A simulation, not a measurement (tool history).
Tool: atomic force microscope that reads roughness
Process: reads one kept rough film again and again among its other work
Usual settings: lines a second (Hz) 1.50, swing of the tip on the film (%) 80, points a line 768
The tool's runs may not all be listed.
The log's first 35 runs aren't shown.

run,hour,lines a second (Hz),swing of the tip on the film (%),points a line,roughness of the kept film (nm (root mean square))
36,1574.5,0.93,71,635,2.246
37,1620.6,0.93,71,635,1.598
# hour 1640.9: new tip fitted
38,1675.1,1.85,58,635,2.394
39,1717.2,1.85,58,635,1.780
# hour 1740.6: new tip fitted
40,1759.5,1.50,89,731,2.324
41,1824.9,1.50,89,857,1.407
# hour 1842.2: new tip fitted
42,1874.7,1.50,89,275,1.942
43,1932.5,1.50,89,275,1.330
# hour 1942.6: new tip fitted
44,1985.0,1.50,89,275,1.859
45,2040.6,2.80,82,475,1.237
# hour 2044.4: new tip fitted
46,2107.4,1.50,78,639,1.778
# hour 2144.8: new tip fitted
47,2168.9,1.50,78,639,2.374
48,2197.7,0.50,79,320,1.946
49,2235.7,0.50,79,320,1.496
# hour 2247.8: new tip fitted
50,2275.2,2.76,73,309,2.225
51,2333.4,2.76,73,309,1.493
# hour 2349.2: new tip fitted
52,2393.7,1.50,58,407,2.233

3 ways to go on from here, each from the tool as it stands after run 52. What would each give?
A,2441.8,2.65,80,489,?
B,2441.8,1.50,80,265,?
C,2441.8,1.94,79,407,?

run,roughness of the kept film (nm (root mean square))
A,1.367
B,1.472
C,1.441
Without the tool's hidden state the same runs would have given:
run,roughness of the kept film (nm (root mean square))
A,2.839
B,3.065
C,2.999
